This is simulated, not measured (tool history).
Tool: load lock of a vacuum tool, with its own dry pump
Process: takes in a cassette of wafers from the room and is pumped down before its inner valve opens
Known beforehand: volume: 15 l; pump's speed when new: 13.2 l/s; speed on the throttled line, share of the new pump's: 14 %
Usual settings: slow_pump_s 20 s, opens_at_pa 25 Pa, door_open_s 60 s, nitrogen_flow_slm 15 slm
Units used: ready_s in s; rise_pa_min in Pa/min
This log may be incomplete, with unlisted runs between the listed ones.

| run | day | slow_pump_s | opens_at_pa | door_open_s | nitrogen_flow_slm | incoming humidity of the room's air, % | ready_s | rise_pa_min |
|---|---|---|---|---|---|---|---|---|
| 1 | 0 | 20 | 25 | 60 | 15 | 45.8 | 27.1 | 0.17 |
| 2 | 9.871 | 20 | 25 | 60 | 15 | 48.3 | 27.1 | 0.19 |
| 3 | 25.275 | 20 | 25 | 129 | 15 | 43.4 | 27.4 | 0.206 |
|  | 29.492 | door's seal changed, seat wiped |
| 4 | 34.938 | 26 | 25 | 60 | 15 | 44.5 | 32.1 | 0.023 |
| 5 | 50.829 | 26 | 25 | 60 | 15 | 45.5 | 32.9 | 0.026 |
| 6 | 59.846 | 26 | 25 | 60 | 15 | 43.9 | 32.2 | 0.028 |
| 7 | 73.412 | 26 | 25 | 60 | 15 | 43.8 | 32.6 | 0.033 |
| 8 | 91.212 | 20 | 31 | 60 | 15 | 46.3 | 27.5 | 0.037 |
| 9 | 107.583 | 20 | 37 | 60 | 15 | 44.6 | 26.8 | 0.051 |
| 10 | 121.408 | 20 | 37 | 60 | 15 | 45.3 | 26.9 | 0.053 |
| 11 | 139.233 | 12 | 37 | 64 | 15 | 47.2 | 20.3 | 0.066 |
| 12 | 156.396 | 20 | 20 | 205 | 7 | 42.4 | 27.8 | 0.089 |
| 13 | 171.825 | 20 | 43 | 205 | 7 | 44 | 26.8 | 0.106 |
| 14 | 186.162 | 20 | 43 | 205 | 7 | 46.1 | 27.1 | 0.118 |
| 15 | 195.8 | 15 | 25 | 30 | 7 | 41.8 | 24.6 | 0.097 |
| 16 | 208.058 | 15 | 25 | 171 | 7 | 44.7 | 23.8 | 0.12 |
| 17 | 227 | 15 | 19 | 171 | 29 | 45 | 24.3 | 0.125 |
| 18 | 234.917 | 20 | 45 | 60 | 15 | 47.9 | 27.3 | 0.132 |
| 19 | 245.104 | 14 | 38 | 60 | 19 | 44.8 | 22.7 | 0.141 |
| 20 | 262.696 | 12 | 25 | 144 | 15 | 43.4 | 21.6 | 0.156 |

Forecast each of these 3 alternatives for the next run:
| A | 277.096 | 20 | 24 | 98 | 5 | 44.8 | ? | ? |
| B | 277.096 | 20 | 25 | 98 | 12 | 44.4 | ? | ? |
| C | 277.096 | 16 | 30 | 60 | 41 | 45.9 | ? | ? |

| run | ready_s | rise_pa_min |
|---|---|---|
| A | 28.6 | 0.183 |
| B | 28.3 | 0.17 |
| C | 25.3 | 0.16 |
Without the tool's unlogged condition, the same runs would have read:
| run | ready_s | rise_pa_min |
|---|---|---|
| A | 26.7 | 0.038 |
| B | 26.5 | 0.026 |
| C | 23.4 | 0.017 |
